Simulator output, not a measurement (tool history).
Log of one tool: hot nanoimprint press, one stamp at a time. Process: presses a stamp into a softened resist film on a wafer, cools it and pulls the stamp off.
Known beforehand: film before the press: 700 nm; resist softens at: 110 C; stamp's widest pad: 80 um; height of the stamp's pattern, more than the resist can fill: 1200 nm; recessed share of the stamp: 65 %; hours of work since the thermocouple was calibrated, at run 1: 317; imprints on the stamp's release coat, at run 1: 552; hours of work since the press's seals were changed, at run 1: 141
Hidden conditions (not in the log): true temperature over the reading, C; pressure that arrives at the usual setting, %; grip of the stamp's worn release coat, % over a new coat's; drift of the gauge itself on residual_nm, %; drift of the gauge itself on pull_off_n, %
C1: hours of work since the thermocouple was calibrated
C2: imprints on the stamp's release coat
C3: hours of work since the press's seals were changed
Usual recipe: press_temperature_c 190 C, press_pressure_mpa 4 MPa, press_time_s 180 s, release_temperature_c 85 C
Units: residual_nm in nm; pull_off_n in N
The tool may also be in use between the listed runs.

{"run": 1, "hour": 0.0, "press_temperature_c": 190, "press_pressure_mpa": 4, "press_time_s": 180, "release_temperature_c": 85, "C1": 317, "C2": 552, "C3": 141, "residual_nm": 395.5, "pull_off_n": 222}
{"run": 2, "hour": 15.5, "press_temperature_c": 190, "press_pressure_mpa": 4, "press_time_s": 180, "release_temperature_c": 85, "C1": 323, "C2": 599, "C3": 148, "residual_nm": 392.4, "pull_off_n": 224}
{"run": 3, "hour": 39.6, "press_temperature_c": 190, "press_pressure_mpa": 4, "press_time_s": 180, "release_temperature_c": 85, "C1": 333, "C2": 672, "C3": 158, "residual_nm": 396, "pull_off_n": 224}
{"hour": 62.9, "done": "stamp cleaned and given a new release coat"}
{"run": 4, "hour": 73.6, "press_temperature_c": 190, "press_pressure_mpa": 4, "press_time_s": 180, "release_temperature_c": 85, "C1": 345, "C2": 32, "C3": 169, "residual_nm": 393.6, "pull_off_n": 223}
{"run": 5, "hour": 100.7, "press_temperature_c": 190, "press_pressure_mpa": 4, "press_time_s": 180, "release_temperature_c": 85, "C1": 356, "C2": 115, "C3": 180, "residual_nm": 396.4, "pull_off_n": 216}
{"run": 6, "hour": 122.2, "press_temperature_c": 190, "press_pressure_mpa": 4, "press_time_s": 180, "release_temperature_c": 85, "C1": 365, "C2": 180, "C3": 189, "residual_nm": 395.8, "pull_off_n": 219}
{"run": 7, "hour": 145.9, "press_temperature_c": 190, "press_pressure_mpa": 2.47, "press_time_s": 180, "release_temperature_c": 85, "C1": 375, "C2": 252, "C3": 199, "residual_nm": 475.9, "pull_off_n": 223}
{"run": 8, "hour": 168.0, "press_temperature_c": 190, "press_pressure_mpa": 4, "press_time_s": 180, "release_temperature_c": 78, "C1": 384, "C2": 320, "C3": 208, "residual_nm": 392.7, "pull_off_n": 246}
{"run": 9, "hour": 199.3, "press_temperature_c": 190, "press_pressure_mpa": 4, "press_time_s": 180, "release_temperature_c": 78, "C1": 397, "C2": 415, "C3": 221, "residual_nm": 393.1, "pull_off_n": 254}
{"run": 10, "hour": 216.0, "press_temperature_c": 190, "press_pressure_mpa": 4, "press_time_s": 180, "release_temperature_c": 85, "C1": 404, "C2": 466, "C3": 228, "residual_nm": 399.3, "pull_off_n": 220}
{"hour": 224.1, "done": "plate thermocouple calibrated"}
{"run": 11, "hour": 243.0, "press_temperature_c": 190, "press_pressure_mpa": 4, "press_time_s": 180, "release_temperature_c": 85, "C1": 8, "C2": 539, "C3": 238, "residual_nm": 397.1, "pull_off_n": 221}
{"run": 12, "hour": 258.5, "press_temperature_c": 190, "press_pressure_mpa": 4, "press_time_s": 180, "release_temperature_c": 85, "C1": 14, "C2": 586, "C3": 244, "residual_nm": 396.1, "pull_off_n": 224}
{"run": 13, "hour": 280.9, "press_temperature_c": 190, "press_pressure_mpa": 3.16, "press_time_s": 180, "release_temperature_c": 85, "C1": 24, "C2": 654, "C3": 254, "residual_nm": 437.2, "pull_off_n": 224}
{"hour": 310.0, "done": "stamp cleaned and given a new release coat"}
{"run": 14, "hour": 314.6, "press_temperature_c": 190, "press_pressure_mpa": 4, "press_time_s": 180, "release_temperature_c": 85, "C1": 35, "C2": 14, "C3": 265, "residual_nm": 396.3, "pull_off_n": 209}
{"run": 15, "hour": 348.4, "press_temperature_c": 190, "press_pressure_mpa": 4, "press_time_s": 180, "release_temperature_c": 85, "C1": 49, "C2": 116, "C3": 279, "residual_nm": 394.1, "pull_off_n": 230}
{"run": 16, "hour": 372.4, "press_temperature_c": 190, "press_pressure_mpa": 6.2, "press_time_s": 287, "release_temperature_c": 73, "C1": 59, "C2": 190, "C3": 289, "residual_nm": 271, "pull_off_n": 270}
{"run": 17, "hour": 390.6, "press_temperature_c": 190, "press_pressure_mpa": 3.91, "press_time_s": 138, "release_temperature_c": 73, "C1": 66, "C2": 245, "C3": 297, "residual_nm": 432.3, "pull_off_n": 279}
{"run": 18, "hour": 425.1, "press_temperature_c": 202, "press_pressure_mpa": 3.96, "press_time_s": 146, "release_temperature_c": 73, "C1": 81, "C2": 350, "C3": 311, "residual_nm": 277.6, "pull_off_n": 271}
{"run": 19, "hour": 450.3, "press_temperature_c": 190, "press_pressure_mpa": 5.02, "press_time_s": 166, "release_temperature_c": 85, "C1": 91, "C2": 427, "C3": 321, "residual_nm": 370.4, "pull_off_n": 214}
{"run": 20, "hour": 483.8, "press_temperature_c": 190, "press_pressure_mpa": 5.02, "press_time_s": 166, "release_temperature_c": 85, "C1": 105, "C2": 529, "C3": 335, "residual_nm": 368.1, "pull_off_n": 216}

Predict the results of run 21:
{"run": 21, "hour": 507.2, "press_temperature_c": 197, "press_pressure_mpa": 5.02, "press_time_s": 239, "release_temperature_c": 76, "C1": 115, "C2": 600, "C3": 345, "residual_nm": "?", "pull_off_n": "?"}

Run 21 measured residual_nm 246.4 nm, pull_off_n 265 N.
Had the tool carried no hidden state, the very same run would have given residual_nm 242.6 nm, pull_off_n 263 N.
